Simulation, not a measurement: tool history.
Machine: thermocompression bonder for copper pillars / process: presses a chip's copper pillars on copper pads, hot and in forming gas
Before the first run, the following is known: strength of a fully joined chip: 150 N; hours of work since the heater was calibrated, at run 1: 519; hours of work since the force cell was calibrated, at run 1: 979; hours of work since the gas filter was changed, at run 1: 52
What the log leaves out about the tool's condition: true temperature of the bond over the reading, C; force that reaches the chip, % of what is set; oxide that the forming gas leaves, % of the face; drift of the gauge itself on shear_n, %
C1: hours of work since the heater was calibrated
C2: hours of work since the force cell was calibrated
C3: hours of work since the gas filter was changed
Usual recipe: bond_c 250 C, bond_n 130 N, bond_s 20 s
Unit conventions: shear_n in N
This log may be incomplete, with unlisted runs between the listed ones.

Run 1, hour 0: usual settings; C1 519; C2 979; C3 52. Result: shear_n 67.6 N.
Run 2, hour 22.8: usual settings; C1 531; C2 991; C3 65. Result: shear_n 66 N.
Run 3, hour 37.2: usual settings; C1 539; C2 999; C3 72. Result: shear_n 66.6 N.
Run 4, hour 60.8: usual settings but bond_s 32 s; C1 552; C2 1011; C3 85. Result: shear_n 77.4 N.
Run 5, hour 82.7: usual settings; C1 563; C2 1023; C3 97. Result: shear_n 65.4 N.
At hour 97.6: force cell calibrated.
Run 6, hour 108.9: usual settings but bond_s 10 s; C1 577; C2 6; C3 110. Result: shear_n 53.1 N.
Run 7, hour 141.1: usual settings but bond_c 223 C, bond_s 10 s; C1 594; C2 23; C3 127. Result: shear_n 35.9 N.
Run 8, hour 169.1: usual settings but bond_c 223 C, bond_s 10 s; C1 609; C2 38; C3 142. Result: shear_n 36.4 N.
Run 9, hour 184.2: usual settings but bond_n 151 N; C1 617; C2 47; C3 151. Result: shear_n 75.4 N.
At hour 198.4: forming gas filter changed.
Run 10, hour 203.9: usual settings; C1 628; C2 57; C3 3. Result: shear_n 75.1 N.
Run 11, hour 219.1: usual settings; C1 636; C2 65; C3 11. Result: shear_n 73.8 N.
Run 12, hour 243.9: usual settings; C1 649; C2 78; C3 24. Result: shear_n 74.5 N.
Run 13, hour 262.8: usual settings; C1 659; C2 88; C3 35. Result: shear_n 73.3 N.
Run 14, hour 288.3: usual settings; C1 673; C2 102; C3 48. Result: shear_n 71.9 N.
Run 15, hour 304.6: usual settings; C1 682; C2 111; C3 57. Result: shear_n 71 N.
Run 16, hour 332: usual settings; C1 696; C2 126; C3 72. Result: shear_n 71.2 N.
Run 17, hour 359.4: usual settings; C1 711; C2 140; C3 87. Result: shear_n 69.6 N.
Run 18, hour 385.5: usual settings; C1 725; C2 155; C3 101. Result: shear_n 70.6 N.
Run 19, hour 412.2: usual settings but bond_c 236 C; C1 739; C2 169; C3 115. Result: shear_n 58.4 N.
Run 20, hour 435.7: usual settings but bond_c 236 C; C1 752; C2 181; C3 128. Result: shear_n 57.4 N.
Run 21, hour 457.5: usual settings but bond_c 226 C, bond_n 93 N, bond_s 21 s; C1 764; C2 193; C3 139. Result: shear_n 35.8 N.
Run 22, hour 470.5: usual settings but bond_c 270 C, bond_n 104 N, bond_s 34 s; C1 771; C2 200; C3 146. Result: shear_n 81.8 N.
At hour 493: forming gas filter changed.
Run 23, hour 494.3: usual settings but bond_c 242 C, bond_n 121 N, bond_s 16 s; C1 783; C2 213; C3 1. Result: shear_n 58.9 N.
Run 24, hour 525.4: usual settings but bond_c 248 C, bond_n 182 N, bond_s 38 s; C1 800; C2 229; C3 17. Result: shear_n 110.8 N.
Run 25, hour 550.5: usual settings but bond_c 248 C, bond_n 182 N, bond_s 38 s; C1 814; C2 243; C3 31. Result: shear_n 110.9 N.
Run 26, hour 570.3: usual settings but bond_c 259 C, bond_s 57 s; C1 824; C2 254; C3 42. Result: shear_n 107.9 N.
Run 27, hour 591.7: usual settings but bond_c 259 C, bond_s 57 s; C1 836; C2 265; C3 53. Result: shear_n 107 N.
Run 28, hour 613.4: usual settings but bond_c 238 C, bond_n 91 N; C1 847; C2 277; C3 65. Result: shear_n 43.5 N.
Run 29, hour 626.5: usual settings but bond_c 238 C, bond_n 91 N; C1 854; C2 284; C3 72. Result: shear_n 43.2 N.
Run 30, hour 651.1: usual settings but bond_c 238 C, bond_n 91 N; C1 868; C2 297; C3 85. Result: shear_n 42.4 N.
Run 31, hour 680.2: usual settings but bond_c 235 C, bond_n 90 N, bond_s 24 s; C1 883; C2 313; C3 101. Result: shear_n 44.2 N.
Run 32, hour 695.6: usual settings but bond_c 242 C, bond_n 90 N, bond_s 55 s; C1 892; C2 321; C3 109. Result: shear_n 65.7 N.
Run 33, hour 712.5: usual settings but bond_c 232 C, bond_n 115 N, bond_s 18 s; C1 901; C2 330; C3 118. Result: shear_n 47.4 N.
Run 34, hour 742.5: usual settings but bond_c 232 C, bond_n 115 N, bond_s 18 s; C1 917; C2 346; C3 134. Result: shear_n 46.3 N.
Run 35, hour 774.6: usual settings but bond_n 98 N, bond_s 46 s; C1 934; C2 363; C3 151. Result: shear_n 69.1 N.
At hour 787.6: forming gas filter changed.
Run 36, hour 788.5: usual settings but bond_c 249 C, bond_n 96 N, bond_s 25 s; C1 941; C2 371; C3 0. Result: shear_n 60.6 N.
Run 37, hour 810.5: usual settings but bond_n 88 N; C1 953; C2 382; C3 12. Result: shear_n 51.5 N.
Run 38, hour 834.6: usual settings but bond_c 270 C, bond_n 168 N; C1 966; C2 395; C3 25. Result: shear_n 106 N.
Run 39, hour 862.2: usual settings but bond_c 270 C, bond_n 168 N; C1 981; C2 410; C3 40. Result: shear_n 105 N.
Run 40, hour 883.4: usual settings but bond_c 270 C, bond_n 168 N; C1 992; C2 422; C3 51. Result: shear_n 104.4 N.

Hidden state at the last listed run before each entry between runs and at the first one after, where it differs:
Between runs 5 and 6: force cell calibrated (hour 97.6)
  true temperature of the bond over the reading, C: 1.7 -> 1.8; force that reaches the chip, % of what is set: 92 -> 99.5; oxide that the forming gas leaves, % of the face: 6.78 -> 7.6
  measured less the result without the state, shear_n: -8.1 -> -3.1 N
Between runs 9 and 10: forming gas filter changed (hour 198.4)
  force that reaches the chip, % of what is set: 99.2 -> 99.1; oxide that the forming gas leaves, % of the face: 10.24 -> 0.78
  measured less the result without the state, shear_n: -7 -> +1 N
Between runs 22 and 23: forming gas filter changed (hour 493)
  true temperature of the bond over the reading, C: 2.7 -> 2.8; oxide that the forming gas leaves, % of the face: 9.97 -> 0.78
  measured less the result without the state, shear_n: -7.6 -> +0.9 N
Between runs 35 and 36: forming gas filter changed (hour 787.6)
  oxide that the forming gas leaves, % of the face: 10.41 -> 0.61
  measured less the result without the state, shear_n: -6.6 -> +0.9 N

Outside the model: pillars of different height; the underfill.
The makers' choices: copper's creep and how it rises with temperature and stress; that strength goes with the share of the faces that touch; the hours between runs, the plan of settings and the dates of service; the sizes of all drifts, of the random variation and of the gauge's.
